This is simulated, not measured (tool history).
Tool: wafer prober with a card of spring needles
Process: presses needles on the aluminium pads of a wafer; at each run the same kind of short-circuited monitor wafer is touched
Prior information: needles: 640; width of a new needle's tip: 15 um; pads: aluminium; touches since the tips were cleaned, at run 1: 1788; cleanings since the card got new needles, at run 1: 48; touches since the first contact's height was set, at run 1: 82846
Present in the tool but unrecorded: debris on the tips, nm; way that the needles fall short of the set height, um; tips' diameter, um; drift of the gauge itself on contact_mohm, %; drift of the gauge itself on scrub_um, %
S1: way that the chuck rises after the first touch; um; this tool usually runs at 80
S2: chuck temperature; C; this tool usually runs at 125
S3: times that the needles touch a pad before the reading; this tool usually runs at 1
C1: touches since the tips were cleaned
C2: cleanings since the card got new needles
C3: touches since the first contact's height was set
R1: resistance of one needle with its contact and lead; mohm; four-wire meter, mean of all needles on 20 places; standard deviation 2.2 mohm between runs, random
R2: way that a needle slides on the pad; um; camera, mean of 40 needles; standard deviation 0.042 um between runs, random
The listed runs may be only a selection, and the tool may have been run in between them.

run	hour	S1	S2	S3	C1	C2	C3	R1	R2
1	0.0	80	125	1	1788	48	82846	287	17.52
# hour 3.1: tips cleaned on abrasive film
2	4.9	80	125	1	1143	49	85946	271	17.50
# hour 8.8: tips cleaned on abrasive film
3	10.5	80	125	1	1106	50	89563	275	17.45
# hour 14.8: tips cleaned on abrasive film
4	17.6	80	125	3	1839	51	94148	261	17.48
# hour 20.8: tips cleaned on abrasive film
5	25.9	80	125	3	3343	52	99487	268	17.49
# hour 26.9: tips cleaned on abrasive film
# hour 33.1: tips cleaned on abrasive film
6	34.8	80	125	3	1085	54	105156	252	17.38
# hour 38.8: tips cleaned on abrasive film
7	43.5	80	125	3	3081	55	110769	271	17.35
# hour 45.0: tips cleaned on abrasive film
8	48.0	80	55	3	1995	56	113652	247	17.37
# hour 51.0: tips cleaned on abrasive film
9	52.9	80	125	1	1268	57	116789	283	17.32
# hour 56.6: tips cleaned on abrasive film
# hour 59.3: height of the first contact set anew
10	59.7	80	125	1	1807	58	250	290	17.96
# hour 63.0: tips cleaned on abrasive film
11	64.1	80	125	1	699	59	3081	267	17.91
# hour 69.0: tips cleaned on abrasive film
12	70.0	80	125	1	686	60	6871	268	17.90
13	74.2	80	44	1	3398	60	9583	295	17.89
# hour 74.7: tips cleaned on abrasive film
14	78.4	80	44	1	2375	61	12253	286	17.88
# hour 80.4: tips cleaned on abrasive film
15	85.9	80	125	2	3591	62	17097	284	17.84
# hour 86.7: tips cleaned on abrasive film
16	90.2	80	52	1	2311	63	19855	286	17.88
# hour 92.4: tips cleaned on abrasive film
17	95.1	67	125	1	1724	64	22945	306	14.92
# hour 98.2: tips cleaned on abrasive film
18	99.4	67	125	1	792	65	25741	287	14.94
# hour 104.0: tips cleaned on abrasive film
19	105.1	67	73	1	698	66	29340	271	14.90
20	109.3	87	83	1	3444	66	32086	298	19.34
# hour 109.8: tips cleaned on abrasive film
21	114.0	87	83	1	2744	67	35098	296	19.38
# hour 115.9: tips cleaned on abrasive film
# hour 122.0: tips cleaned on abrasive film
22	122.4	64	125	2	243	69	40469	267	14.13
# hour 128.0: tips cleaned on abrasive film
23	131.4	64	125	2	2222	70	46270	303	14.15
# hour 133.7: tips cleaned on abrasive film
24	135.4	67	125	2	1135	71	48823	275	14.78
# hour 139.7: tips cleaned on abrasive film
25	144.3	91	60	2	3017	72	54577	259	20.17
# hour 145.6: tips cleaned on abrasive film
# hour 151.5: tips cleaned on abrasive film
26	153.7	83	32	1	1413	74	60560	272	18.29
# hour 157.5: tips cleaned on abrasive film
# hour 163.2: tips cleaned on abrasive film
27	163.2	83	32	1	0	76	66606	226	18.23
# hour 168.8: tips cleaned on abrasive film
28	170.5	83	32	1	1117	77	71331	261	18.26
# hour 174.9: tips cleaned on abrasive film
29	175.0	80	101	2	71	78	74176	249	17.54
30	179.3	80	101	2	2927	78	77032	282	17.57
# hour 180.6: tips cleaned on abrasive film
31	183.7	80	101	2	1993	79	79804	268	17.50
# hour 186.4: tips cleaned on abrasive film
32	188.1	80	101	2	1120	80	82645	261	17.40
# hour 192.5: tips cleaned on abrasive film
33	195.4	80	125	1	1906	81	87309	295	17.47

Hidden condition of the tool, last listed run before each entry between runs versus first listed run after:
Logged between run 1 and run 2: tips cleaned on abrasive film (hour 3.1)
  debris on the tips, nm: 45.1 -> 28.6; way that the needles fall short of the set height, um: 1.95 -> 2.08; tips' diameter, um: 16.66 -> 16.7
  measured value less the no-hidden-state value, R1: +43 -> +28 mohm; R2: -0.44 -> -0.47 um
Logged between run 2 and run 3: tips cleaned on abrasive film (hour 8.8)
  debris on the tips, nm: 28.6 -> 32.3; way that the needles fall short of the set height, um: 2.08 -> 2.2; tips' diameter, um: 16.7 -> 16.74
  measured value less the no-hidden-state value, R1: +28 -> +32 mohm; R2: -0.47 -> -0.50 um
Logged between run 3 and run 4: tips cleaned on abrasive film (hour 14.8)
  debris on the tips, nm: 32.3 -> 47.3; way that the needles fall short of the set height, um: 2.2 -> 2.32; tips' diameter, um: 16.74 -> 16.79
  measured value less the no-hidden-state value, R1: +32 -> +18 mohm; R2: -0.50 -> -0.52 um
Logged between run 4 and run 5: tips cleaned on abrasive film (hour 20.8)
  debris on the tips, nm: 47.3 -> 69.4; way that the needles fall short of the set height, um: 2.32 -> 2.42; tips' diameter, um: 16.79 -> 16.82
  measured value less the no-hidden-state value, R1: +18 -> +25 mohm; R2: -0.52 -> -0.55 um
Logged between run 5 and run 6: tips cleaned on abrasive film (hour 26.9); tips cleaned on abrasive film (hour 33.1)
  debris on the tips, nm: 69.4 -> 31.7; way that the needles fall short of the set height, um: 2.42 -> 2.64; tips' diameter, um: 16.82 -> 16.9
  measured value less the no-hidden-state value, R1: +25 -> +13 mohm; R2: -0.55 -> -0.60 um
Logged between run 6 and run 7: tips cleaned on abrasive film (hour 38.8)
  debris on the tips, nm: 31.7 -> 67.5; way that the needles fall short of the set height, um: 2.64 -> 2.72; tips' diameter, um: 16.9 -> 16.93
  measured value less the no-hidden-state value, R1: +13 -> +26 mohm; R2: -0.60 -> -0.61 um
Logged between run 7 and run 8: tips cleaned on abrasive film (hour 45.0)
  debris on the tips, nm: 67.5 -> 48.9; way that the needles fall short of the set height, um: 2.72 -> 2.84; tips' diameter, um: 16.93 -> 16.97
  measured value less the no-hidden-state value, R1: +26 -> +21 mohm; R2: -0.61 -> -0.64 um
Logged between run 8 and run 9: tips cleaned on abrasive film (hour 51.0)
  debris on the tips, nm: 48.9 -> 38.6; way that the needles fall short of the set height, um: 2.84 -> 2.92; tips' diameter, um: 16.97 -> 17
  measured value less the no-hidden-state value, R1: +21 -> +40 mohm; R2: -0.64 -> -0.66 um
Logged between run 9 and run 10: tips cleaned on abrasive film (hour 56.6); height of the first contact set anew (hour 59.3)
  debris on the tips, nm: 38.6 -> 47.4; way that the needles fall short of the set height, um: 2.92 -> 0; tips' diameter, um: 17 -> 17.04
  measured value less the no-hidden-state value, R1: +40 -> +45 mohm; R2: -0.66 -> +0.00 um
Logged between run 10 and run 11: tips cleaned on abrasive film (hour 63.0)
  debris on the tips, nm: 47.4 -> 20.4; way that the needles fall short of the set height, um: 0 -> 0.13; tips' diameter, um: 17.04 -> 17.08
  measured value less the no-hidden-state value, R1: +45 -> +21 mohm; R2: +0.00 -> -0.03 um
Logged between run 11 and run 12: tips cleaned on abrasive film (hour 69.0)
  debris on the tips, nm: 20.4 -> 23.2; way that the needles fall short of the set height, um: 0.13 -> 0.24; tips' diameter, um: 17.08 -> 17.12
  measured value less the no-hidden-state value, R1: +21 -> +24 mohm; R2: -0.03 -> -0.05 um
Logged between run 13 and run 14: tips cleaned on abrasive film (hour 74.7)
  debris on the tips, nm: 67.1 -> 55.7; way that the needles fall short of the set height, um: 0.24 -> 0.34; tips' diameter, um: 17.12 -> 17.16
  measured value less the no-hidden-state value, R1: +72 -> +61 mohm; R2: -0.05 -> -0.08 um
Logged between run 14 and run 15: tips cleaned on abrasive film (hour 80.4)
  debris on the tips, nm: 55.7 -> 69.1; way that the needles fall short of the set height, um: 0.34 -> 0.44; tips' diameter, um: 17.16 -> 17.19
  measured value less the no-hidden-state value, R1: +61 -> +41 mohm; R2: -0.08 -> -0.10 um
Logged between run 15 and run 16: tips cleaned on abrasive film (hour 86.7)
  debris on the tips, nm: 69.1 -> 55.4; way that the needles fall short of the set height, um: 0.44 -> 0.51; tips' diameter, um: 17.19 -> 17.22
  measured value less the no-hidden-state value, R1: +41 -> +60 mohm; R2: -0.10 -> -0.12 um
Logged between run 16 and run 17: tips cleaned on abrasive film (hour 92.4)
  debris on the tips, nm: 55.4 -> 43.9; way that the needles fall short of the set height, um: 0.51 -> 0.63; tips' diameter, um: 17.22 -> 17.26
  measured value less the no-hidden-state value, R1: +60 -> +60 mohm; R2: -0.12 -> -0.14 um
Logged between run 17 and run 18: tips cleaned on abrasive film (hour 98.2)
  debris on the tips, nm: 43.9 -> 27.9; way that the needles fall short of the set height, um: 0.63 -> 0.75; tips' diameter, um: 17.26 -> 17.3
  measured value less the no-hidden-state value, R1: +60 -> +40 mohm; R2: -0.14 -> -0.17 um
Logged between run 18 and run 19: tips cleaned on abrasive film (hour 104.0)
  debris on the tips, nm: 27.9 -> 25.2; way that the needles fall short of the set height, um: 0.75 -> 0.85; tips' diameter, um: 17.3 -> 17.34
  measured value less the no-hidden-state value, R1: +40 -> +39 mohm; R2: -0.17 -> -0.19 um
Logged between run 20 and run 21: tips cleaned on abrasive film (hour 109.8)
  debris on the tips, nm: 71.7 -> 63.4; way that the needles fall short of the set height, um: 0.85 -> 0.96; tips' diameter, um: 17.34 -> 17.38
  measured value less the no-hidden-state value, R1: +64 -> +58 mohm; R2: -0.19 -> -0.21 um
Logged between run 21 and run 22: tips cleaned on abrasive film (hour 115.9); tips cleaned on abrasive film (hour 122.0)
  debris on the tips, nm: 63.4 -> 15.7; way that the needles fall short of the set height, um: 0.96 -> 1.16; tips' diameter, um: 17.38 -> 17.44
  measured value less the no-hidden-state value, R1: +58 -> +18 mohm; R2: -0.21 -> -0.26 um
Logged between run 22 and run 23: tips cleaned on abrasive film (hour 128.0)
  debris on the tips, nm: 15.7 -> 56; way that the needles fall short of the set height, um: 1.16 -> 1.23; tips' diameter, um: 17.44 -> 17.47
  measured value less the no-hidden-state value, R1: +18 -> +53 mohm; R2: -0.26 -> -0.28 um
Logged between run 23 and run 24: tips cleaned on abrasive film (hour 133.7)
  debris on the tips, nm: 56 -> 33.1; way that the needles fall short of the set height, um: 1.23 -> 1.36; tips' diameter, um: 17.47 -> 17.51
  measured value less the no-hidden-state value, R1: +53 -> +31 mohm; R2: -0.28 -> -0.31 um
Logged between run 24 and run 25: tips cleaned on abrasive film (hour 139.7)
  debris on the tips, nm: 33.1 -> 63; way that the needles fall short of the set height, um: 1.36 -> 1.44; tips' diameter, um: 17.51 -> 17.54
  measured value less the no-hidden-state value, R1: +31 -> +35 mohm; R2: -0.31 -> -0.32 um
Logged between run 25 and run 26: tips cleaned on abrasive film (hour 145.6); tips cleaned on abrasive film (hour 151.5)
  debris on the tips, nm: 63 -> 40.4; way that the needles fall short of the set height, um: 1.44 -> 1.63; tips' diameter, um: 17.54 -> 17.61
  measured value less the no-hidden-state value, R1: +35 -> +46 mohm; R2: -0.32 -> -0.37 um
Logged between run 26 and run 27: tips cleaned on abrasive film (hour 157.5); tips cleaned on abrasive film (hour 163.2)
  debris on the tips, nm: 40.4 -> 3.2; way that the needles fall short of the set height, um: 1.63 -> 1.87; tips' diameter, um: 17.61 -> 17.7
  measured value less the no-hidden-state value, R1: +46 -> +6 mohm; R2: -0.37 -> -0.42 um
Logged between run 27 and run 28: tips cleaned on abrasive film (hour 168.8)
  debris on the tips, nm: 3.2 -> 35.2; way that the needles fall short of the set height, um: 1.87 -> 1.99; tips' diameter, um: 17.7 -> 17.74
  measured value less the no-hidden-state value, R1: +6 -> +41 mohm; R2: -0.42 -> -0.45 um
Logged between run 28 and run 29: tips cleaned on abrasive film (hour 174.9)
  debris on the tips, nm: 35.2 -> 9.3; way that the needles fall short of the set height, um: 1.99 -> 2.09; tips' diameter, um: 17.74 -> 17.77
  measured value less the no-hidden-state value, R1: +41 -> +9 mohm; R2: -0.45 -> -0.47 um
Logged between run 30 and run 31: tips cleaned on abrasive film (hour 180.6)
  debris on the tips, nm: 63.2 -> 49.6; way that the needles fall short of the set height, um: 2.09 -> 2.2; tips' diameter, um: 17.77 -> 17.81
  measured value less the no-hidden-state value, R1: +43 -> +34 mohm; R2: -0.47 -> -0.49 um
Logged between run 31 and run 32: tips cleaned on abrasive film (hour 186.4)
  debris on the tips, nm: 49.6 -> 34.3; way that the needles fall short of the set height, um: 2.2 -> 2.29; tips' diameter, um: 17.81 -> 17.84
  measured value less the no-hidden-state value, R1: +34 -> +25 mohm; R2: -0.49 -> -0.52 um
Logged between run 32 and run 33: tips cleaned on abrasive film (hour 192.5)
  debris on the tips, nm: 34.3 -> 48.3; way that the needles fall short of the set height, um: 2.29 -> 2.37; tips' diameter, um: 17.84 -> 17.87
  measured value less the no-hidden-state value, R1: +25 -> +53 mohm; R2: -0.52 -> -0.53 um
